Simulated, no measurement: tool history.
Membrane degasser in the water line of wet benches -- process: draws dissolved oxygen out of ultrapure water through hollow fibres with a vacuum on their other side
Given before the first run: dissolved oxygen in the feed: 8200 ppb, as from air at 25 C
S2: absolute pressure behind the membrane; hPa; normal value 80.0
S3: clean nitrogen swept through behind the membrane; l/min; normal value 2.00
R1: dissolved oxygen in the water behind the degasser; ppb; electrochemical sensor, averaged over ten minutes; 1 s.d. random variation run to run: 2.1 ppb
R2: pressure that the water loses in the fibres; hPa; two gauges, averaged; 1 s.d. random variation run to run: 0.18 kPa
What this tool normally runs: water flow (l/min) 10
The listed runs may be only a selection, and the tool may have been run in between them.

Run 1, hour 0.0: usual settings. Result: R1 216.4 ppb, R2 339.3 hPa.
Run 2, hour 237.7: usual settings. Result: R1 207.4 ppb, R2 334.8 hPa.
Run 3, hour 404.9: usual settings but S3 2.71 l/min. Result: R1 201.0 ppb, R2 334.4 hPa.
Run 4, hour 583.4: usual settings but S3 2.71 l/min. Result: R1 195.3 ppb, R2 332.6 hPa.
Run 5, hour 833.5: usual settings but S3 2.71 l/min. Result: R1 198.1 ppb, R2 333.1 hPa.
Run 6, hour 974.3: usual settings but S2 109.2 hPa, S3 2.71 l/min. Result: R1 224.2 ppb, R2 334.6 hPa.
Run 7, hour 1077.0: usual settings but S2 109.2 hPa, S3 2.71 l/min. Result: R1 224.6 ppb, R2 334.6 hPa.
Run 8, hour 1303.1: usual settings but S2 109.2 hPa, S3 2.71 l/min. Result: R1 223.0 ppb, R2 333.2 hPa.
Run 9, hour 1453.6: usual settings but S2 109.2 hPa, S3 2.71 l/min. Result: R1 223.9 ppb, R2 333.5 hPa.
At hour 1606.6: vacuum gauge calibrated.
Run 10, hour 1665.2: usual settings. Result: R1 211.3 ppb, R2 334.7 hPa.
Run 11, hour 1855.9: usual settings. Result: R1 213.3 ppb, R2 333.1 hPa.
Run 12, hour 2086.6: usual settings. Result: R1 214.4 ppb, R2 334.7 hPa.
Run 13, hour 2336.3: usual settings. Result: R1 208.9 ppb, R2 337.4 hPa.
Run 14, hour 2507.5: usual settings. Result: R1 210.6 ppb, R2 334.7 hPa.
Run 15, hour 2656.4: usual settings. Result: R1 213.4 ppb, R2 335.4 hPa.
Run 16, hour 2759.7: usual settings. Result: R1 211.7 ppb, R2 333.1 hPa.
Run 17, hour 2863.6: usual settings but S3 0.89 l/min. Result: R1 279.8 ppb, R2 327.7 hPa.
Run 18, hour 3073.8: usual settings but S2 162.2 hPa, S3 5.15 l/min. Result: R1 215.1 ppb, R2 329.7 hPa.
Run 19, hour 3230.7: usual settings but S2 162.2 hPa, S3 5.15 l/min. Result: R1 211.7 ppb, R2 331.3 hPa.
Run 20, hour 3386.1: usual settings but S2 162.2 hPa, S3 5.15 l/min. Result: R1 215.7 ppb, R2 331.9 hPa.
Run 21, hour 3548.5: usual settings but S2 162.2 hPa, S3 5.15 l/min. Result: R1 214.5 ppb, R2 333.1 hPa.
Run 22, hour 3762.2: usual settings but water flow (l/min) 15, S2 121.1 hPa, S3 4.19 l/min. Result: R1 561.1 ppb, R2 495.5 hPa.
Run 23, hour 3954.8: usual settings but S3 1.40 l/min. Result: R1 235.9 ppb, R2 330.5 hPa.
Run 24, hour 4170.4: usual settings but S3 1.40 l/min. Result: R1 233.2 ppb, R2 328.5 hPa.
Run 25, hour 4308.9: usual settings but water flow (l/min) 6, S2 68.5 hPa. Result: R1 45.5 ppb, R2 200.2 hPa.
Run 26, hour 4523.3: usual settings but water flow (l/min) 6, S2 68.5 hPa. Result: R1 46.9 ppb, R2 195.8 hPa.
Run 27, hour 4664.5: usual settings but water flow (l/min) 7, S2 123.9 hPa. Result: R1 118.2 ppb, R2 230.6 hPa.
Run 28, hour 4790.5: usual settings but water flow (l/min) 7, S2 161.9 hPa. Result: R1 149.4 ppb, R2 231.4 hPa.
Run 29, hour 5000.3: usual settings but water flow (l/min) 7, S2 161.9 hPa. Result: R1 148.0 ppb, R2 230.7 hPa.
At hour 5021.9: vacuum gauge calibrated.
Run 30, hour 5174.6: usual settings but water flow (l/min) 8, S2 119.4 hPa. Result: R1 154.0 ppb, R2 261.4 hPa.
At hour 5374.6: gauge calibrated.
Run 31, hour 5398.9: usual settings but water flow (l/min) 7, S2 177.7 hPa, S3 3.76 l/min. Result: R1 103.7 ppb, R2 236.2 hPa.
Run 32, hour 5619.8: usual settings but water flow (l/min) 7, S2 177.7 hPa, S3 3.76 l/min. Result: R1 107.8 ppb, R2 234.5 hPa.
At hour 5842.8: seals of the vacuum lines changed.
Run 33, hour 5857.2: usual settings but water flow (l/min) 7, S2 177.7 hPa, S3 3.76 l/min. Result: R1 106.1 ppb, R2 236.8 hPa.

A few steps of R2 between consecutive runs. Split each: what settings, incoming material and random variation would produce without the hidden state, and what is left over for the hidden state, along with gauge scatter present in only one of the two compared results (measured, and without hidden state):
The tool's hidden condition here consists of: membrane still open, %; true pressure behind the membrane over the reading, kPa; air that leaks in behind the membrane, l/min; drift of the gauge itself on oxygen_ppb, %; drift of the gauge itself on loss_of_pressure_kpa, %.
Run 21 -> 22: water flow (l/min) 10 -> 15, S2 162.2 -> 121.1, S3 5.15 -> 4.19. R2 +162.4 hPa: hidden state -3.4, all else +165.8.
Run 22 -> 23: water flow (l/min) 15 -> 10, S2 121.1 -> 80.0, S3 4.19 -> 1.40. R2 -165.0 hPa: hidden state +2.7, all else -167.7.
Run 24 -> 25: water flow (l/min) 10 -> 6, S2 80.0 -> 68.5, S3 1.40 -> 2.00. R2 -128.3 hPa: hidden state +2.5, all else -130.8.
Run 30 -> 31: water flow (l/min) 8 -> 7, S2 119.4 -> 177.7, S3 2.00 -> 3.76, gauge calibrated. R2 -25.2 hPa: hidden state +6.9, all else -32.1.
